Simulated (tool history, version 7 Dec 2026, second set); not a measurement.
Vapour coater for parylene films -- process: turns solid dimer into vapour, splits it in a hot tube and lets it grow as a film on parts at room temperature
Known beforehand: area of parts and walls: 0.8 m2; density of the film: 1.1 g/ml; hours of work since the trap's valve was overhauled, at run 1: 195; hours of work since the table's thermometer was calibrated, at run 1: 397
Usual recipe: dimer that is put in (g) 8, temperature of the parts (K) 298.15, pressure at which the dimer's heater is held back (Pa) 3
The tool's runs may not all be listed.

run     day  dimer that is put in (g)  temperature of the parts (K)  pressure at which the dimer's heater is held back (Pa)  hours of work since the trap's valve was overhauled  hours of work since the table's thermometer was calibrated  thickness of the film (µm)
  1       0                         8                        298.15                                                       3                                                  195                                                         397                        6.73
  2   2.033                         8                        298.15                                                       3                                                  234                                                         436                        6.69
      4.125  -- trap's valve overhauled
  3   4.329                         8                        298.15                                                       3                                                    4                                                         477                        6.29
  4   6.242                         8                        298.15                                                    2.77                                                   41                                                         514                        6.36
  5   7.879                         8                        291.15                                                       3                                                   73                                                         546                        7.15
  6   9.721                         8                        291.15                                                       3                                                  108                                                         581                        7.14
  7  11.971                         8                        291.15                                                    4.08                                                  152                                                         625                        6.62
     14.408  -- trap's valve overhauled, once more
  8  14.692                         8                        291.15                                                    4.08                                                    5                                                         674                        7.94
  9  17.746                         8                        298.15                                                    4.12                                                   65                                                         733                        6.69
 10  20.462                         8                        298.15                                                    4.12                                                  117                                                         786                        6.51
 11  22.892                         3                        298.15                                                    4.12                                                  164                                                         833                        2.42
 12  25.892                        10                        298.15                                                    4.12                                                  222                                                         891                        7.84
     28.692  -- trap's valve overhauled
 13  29.158                        10                        298.15                                                    4.12                                                    9                                                         951                        8.55
 14  30.775                        10                        298.15                                                    4.12                                                   40                                                         982                         8.5
 15  33.838                        10                        298.15                                                    4.12                                                  100                                                        1041                        8.22
 16  35.375                         8                        301.15                                                       3                                                  129                                                        1071                        6.48
 17  37.729                         8                        301.15                                                       3                                                  175                                                        1117                        6.35
 18  39.079                         6                        296.15                                                    8.23                                                  201                                                        1143                        4.45
 19  41.283                         6                        296.15                                                    8.23                                                  244                                                        1186                        4.36
     42.812  -- trap's valve overhauled
 20  44.492                         6                        296.15                                                    8.23                                                   32                                                        1244                        4.72

What does the tool deliver on the next run?
 21  46.217                         6                        296.15                                                    8.23                                                   66                                                        1278                           ?

{"run 21": {"thickness of the film (µm)": 4.6}}
Had the tool carried no hidden state, the very same run would have given thickness of the film (µm) 4.82.
